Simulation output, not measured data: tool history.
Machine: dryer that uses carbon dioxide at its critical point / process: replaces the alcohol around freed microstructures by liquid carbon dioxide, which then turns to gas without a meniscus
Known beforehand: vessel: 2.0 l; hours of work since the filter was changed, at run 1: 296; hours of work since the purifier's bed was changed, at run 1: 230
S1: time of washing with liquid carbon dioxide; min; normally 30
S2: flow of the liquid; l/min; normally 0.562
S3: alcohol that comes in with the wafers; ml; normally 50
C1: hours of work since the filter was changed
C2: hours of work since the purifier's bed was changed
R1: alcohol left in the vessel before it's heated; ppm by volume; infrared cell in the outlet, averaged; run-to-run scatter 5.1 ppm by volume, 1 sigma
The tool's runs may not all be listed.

| run | hour | S1 | S2 | S3 | C1 | C2 | R1 |
|---|---|---|---|---|---|---|---|
| 1 | 0.0 | 30 | 0.562 | 50 | 296 | 230 | 245 |
| 2 | 8.2 | 30 | 0.562 | 50 | 301 | 235 | 244 |
| 3 | 14.2 | 20 | 0.562 | 50 | 305 | 239 | 981 |
| 4 | 28.2 | 37 | 0.562 | 50 | 314 | 249 | 138 |
| 5 | 42.3 | 33 | 0.562 | 50 | 324 | 258 | 191 |
| 6 | 54.3 | 30 | 0.562 | 50 | 332 | 266 | 273 |
| 7 | 62.6 | 30 | 0.562 | 50 | 338 | 272 | 285 |
| 8 | 71.2 | 41 | 0.562 | 50 | 343 | 278 | 124 |
| 9 | 81.1 | 41 | 0.562 | 50 | 350 | 284 | 130 |
|  | 87.5 | inlet filter changed |
| 10 | 91.2 | 38 | 0.549 | 26 | 2 | 290 | 103 |
| 11 | 105.3 | 38 | 0.549 | 80 | 12 | 300 | 129 |
| 12 | 113.8 | 38 | 0.549 | 80 | 18 | 305 | 138 |
| 13 | 124.1 | 38 | 0.549 | 80 | 25 | 312 | 139 |
| 14 | 137.8 | 38 | 0.904 | 59 | 34 | 322 | 110 |
| 15 | 146.1 | 38 | 0.565 | 59 | 39 | 327 | 135 |
| 16 | 155.3 | 28 | 0.358 | 55 | 45 | 333 | 1079 |
| 17 | 169.6 | 19 | 0.563 | 55 | 55 | 343 | 835 |

Take each entry between the runs: how does the hidden state at the last listed run before it differ from the hidden state at the first listed run after it?
Between runs 9 and 10: inlet filter changed (hour 87.5)
  flow that reaches the vessel past the clogged filter, %: 82.5 -> 99.4; alcohol in the recycled carbon dioxide, ppm: 96.3 -> 98.4
  measured value less the no-hidden-state value, R1: +114 -> +94 ppm by volume
